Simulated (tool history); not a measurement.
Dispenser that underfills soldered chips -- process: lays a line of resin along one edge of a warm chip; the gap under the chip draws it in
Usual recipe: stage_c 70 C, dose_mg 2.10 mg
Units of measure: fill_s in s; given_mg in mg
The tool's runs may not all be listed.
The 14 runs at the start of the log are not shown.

run,hour,stage_c,dose_mg,fill_s,given_mg
15,165.5,75,2.10,53.8,2.100
# hour 167.5: new syringe of resin
16,180.5,70,2.16,56.7,2.146
# hour 185.1: new syringe of resin
17,192.9,70,2.16,50.1,2.143
18,201.1,70,2.16,61.8,2.134
# hour 202.2: new syringe of resin
19,210.1,60,2.07,75.9,2.039
20,218.8,58,2.35,99.9,2.315
# hour 220.1: new syringe of resin
21,227.7,79,2.62,36.3,2.571
# hour 231.2: dispensing valve cleaned and set on the balance
# hour 238.9: new syringe of resin
22,243.8,79,2.62,32.8,2.615
# hour 256.8: new syringe of resin
23,258.7,78,2.49,32.5,2.477
24,267.3,60,2.08,78.4,2.066
# hour 274.6: new syringe of resin
25,278.3,62,1.86,63.2,1.840
# hour 292.1: new syringe of resin
26,292.9,76,1.97,34.4,1.943
27,300.9,76,1.97,41.8,1.935
28,308.7,76,1.97,51.9,1.937
# hour 310.4: new syringe of resin
# hour 312.6: dispensing valve cleaned and set on the balance
29,316.3,64,1.84,61.1,1.828
30,322.7,63,2.17,70.1,2.153
# hour 328.8: new syringe of resin
31,332.8,60,2.60,64.7,2.580
# hour 346.4: new syringe of resin
32,347.5,66,2.27,46.8,2.240
33,356.5,63,2.46,64.1,2.421
# hour 364.5: new syringe of resin
34,369.8,81,2.00,32.6,1.965
# hour 382.1: new syringe of resin
35,382.2,67,2.37,44.3,2.316
# hour 394.0: dispensing valve cleaned and set on the balance
36,395.6,67,2.37,60.3,2.364

Consider 3 possible next runs. They are alternatives, not a sequence: every one starts from the tool as it was left by run 36. What does each give?
# hour 400.9: new syringe of resin
A,408.4,70,2.03,?,?
# hour 400.9: new syringe of resin
B,408.4,84,2.40,?,?
# hour 400.9: new syringe of resin
C,408.4,79,2.37,?,?

run,fill_s,given_mg
A,48.5,2.024
B,30.5,2.383
C,35.4,2.360
With the hidden condition removed and each run's random variation left untouched, the same runs would have given:
run,fill_s,given_mg
A,44.1,2.034
B,27.7,2.395
C,32.1,2.372
